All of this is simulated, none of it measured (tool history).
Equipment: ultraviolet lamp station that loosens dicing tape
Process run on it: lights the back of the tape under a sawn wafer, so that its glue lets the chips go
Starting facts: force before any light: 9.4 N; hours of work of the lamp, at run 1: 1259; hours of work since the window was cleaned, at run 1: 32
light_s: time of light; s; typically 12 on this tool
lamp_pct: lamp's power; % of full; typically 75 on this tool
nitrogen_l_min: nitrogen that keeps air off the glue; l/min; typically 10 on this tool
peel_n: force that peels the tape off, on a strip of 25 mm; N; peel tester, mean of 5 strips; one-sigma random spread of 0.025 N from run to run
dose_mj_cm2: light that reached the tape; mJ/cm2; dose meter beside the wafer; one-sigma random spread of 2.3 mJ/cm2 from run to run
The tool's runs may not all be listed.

run,day,light_s,lamp_pct,nitrogen_l_min,hours of work of the lamp,hours of work since the window was cleaned,peel_n,dose_mj_cm2
1,0.000,12,75,10,1259,32,1.746,188
2,2.592,12,75,10,1288,60,1.790,188
3,4.229,7,75,10,1306,78,3.567,108
4,5.575,7,75,10,1321,93,3.554,110
5,8.238,7,75,10,1350,123,3.727,104
6,10.654,18,75,10,1377,149,0.898,274
7,11.862,12,75,10,1390,163,1.867,178
8,13.158,12,75,10,1404,177,1.886,179
9,15.517,12,75,10,1431,203,2.019,176
10,17.150,12,75,10,1449,221,1.947,174
11,19.917,7,75,10,1479,251,3.769,101
12,22.829,7,75,10,1511,284,3.981,99
13,25.375,7,75,10,1539,312,3.889,99
14,28.179,7,75,10,1570,343,4.004,97
# day 29.079: window cleaned of glue's vapour
15,30.488,12,61,10,1595,16,2.883,130
16,32.467,12,61,10,1617,37,2.935,131
17,33.758,12,96,10,1631,52,1.524,205
# day 34.046: window cleaned of glue's vapour, once more
18,35.958,12,75,10,1656,21,1.993,175
19,37.571,12,65,10,1673,39,2.418,151
20,40.050,12,75,10,1701,66,2.004,175
21,42.229,12,75,10,1725,90,2.144,170
22,43.717,19,75,10,1741,107,0.939,269
23,45.429,7,76,10,1760,126,3.908,101
# day 46.050: lamp changed
24,46.804,12,75,3,8,140,2.789,225
25,49.629,12,81,10,39,171,1.156,240
26,51.358,23,75,10,59,190,0.319,422
27,53.033,23,75,7,77,209,0.442,421
28,55.942,23,75,7,109,241,0.464,415
29,58.654,17,61,10,139,271,1.065,248

Predict the results of run 30:
30,61.162,7,75,10,167,299,?,?

peel_n: 3.080 N
dose_mj_cm2: 124 mJ/cm2
Were there no unlogged condition in the tool, this run, its random variation unchanged, would have produced peel_n 2.771 N, dose_mj_cm2 136 mJ/cm2.
